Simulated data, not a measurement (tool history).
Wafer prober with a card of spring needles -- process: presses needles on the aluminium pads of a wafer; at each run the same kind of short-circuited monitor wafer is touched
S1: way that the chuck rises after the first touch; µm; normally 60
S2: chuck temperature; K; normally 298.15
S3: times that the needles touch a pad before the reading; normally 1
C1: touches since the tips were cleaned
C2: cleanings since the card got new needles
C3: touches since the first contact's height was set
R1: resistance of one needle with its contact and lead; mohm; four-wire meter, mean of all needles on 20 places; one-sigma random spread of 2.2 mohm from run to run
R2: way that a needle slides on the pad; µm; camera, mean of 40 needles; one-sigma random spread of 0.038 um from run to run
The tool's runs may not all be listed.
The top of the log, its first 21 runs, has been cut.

run   hour  S1      S2  S3    C1  C2      C3   R1     R2
     429.1  -- tips cleaned on abrasive film
     446.3  -- tips cleaned on abrasive film
 22  454.6  53  366.15   3  1734  52   52541  270   8.95
     462.6  -- tips cleaned on abrasive film
     479.9  -- tips cleaned on abrasive film
 23  481.9  71  334.15   1   418  54   58193  255  12.01
     496.6  -- tips cleaned on abrasive film
 24  500.6  71  334.15   1   820  55   62067  255  12.04
     506.2  -- gauge calibrated
       513  -- tips cleaned on abrasive film
       530  -- tips cleaned on abrasive film
 25    530  71  334.15   1     0  57   68180  254   11.8
     547.6  -- tips cleaned on abrasive film
 26  549.1  44  298.15   1   320  58   72144  253   7.29
     563.8  -- tips cleaned on abrasive film
 27  575.1  44  357.15   3  2359  59   77544  271   7.35
     581.9  -- tips cleaned on abrasive film
     598.7  -- tips cleaned on abrasive film
 28    604  66  357.15   2  1113  61   83533  264  11.02
     615.6  -- tips cleaned on abrasive film
 29  627.2  60  308.15   1  2423  62   88345  252     10
     631.9  -- tips cleaned on abrasive film
     648.4  -- tips cleaned on abrasive film
 30  656.9  60  308.15   2  1771  64   94504  246  10.06
     665.6  -- tips cleaned on abrasive film
     682.7  -- tips cleaned on abrasive film
 31  686.1  59  308.15   1   704  66  100564  250   9.91

Branching from run 31: 5 alternative next runs. What would each branch give?
     698.7  -- tips cleaned on abrasive film
  A  712.9  58  302.15   1  2955  67  106130   ?   ?
     698.7  -- tips cleaned on abrasive film
  B  712.9  43  308.15   3  2955  67  106130   ?   ?
     698.7  -- tips cleaned on abrasive film
  C  712.9  65  343.15   1  2955  67  106130   ?   ?
     698.7  -- tips cleaned on abrasive film
  D  712.9  42  298.15   1  2955  67  106130   ?   ?
     698.7  -- tips cleaned on abrasive film
  E  712.9  76  308.15   1  2955  67  106130   ?   ?

run   R1     R2
  A  252    9.8
  B  258    7.2
  C  259  10.85
  D  259   7.05
  E  251  12.82
Without the tool's unlogged condition, the same runs would have read:
run   R1     R2
  A  251   9.73
  B  258   7.14
  C  259  10.77
  D  258      7
  E  250  12.72

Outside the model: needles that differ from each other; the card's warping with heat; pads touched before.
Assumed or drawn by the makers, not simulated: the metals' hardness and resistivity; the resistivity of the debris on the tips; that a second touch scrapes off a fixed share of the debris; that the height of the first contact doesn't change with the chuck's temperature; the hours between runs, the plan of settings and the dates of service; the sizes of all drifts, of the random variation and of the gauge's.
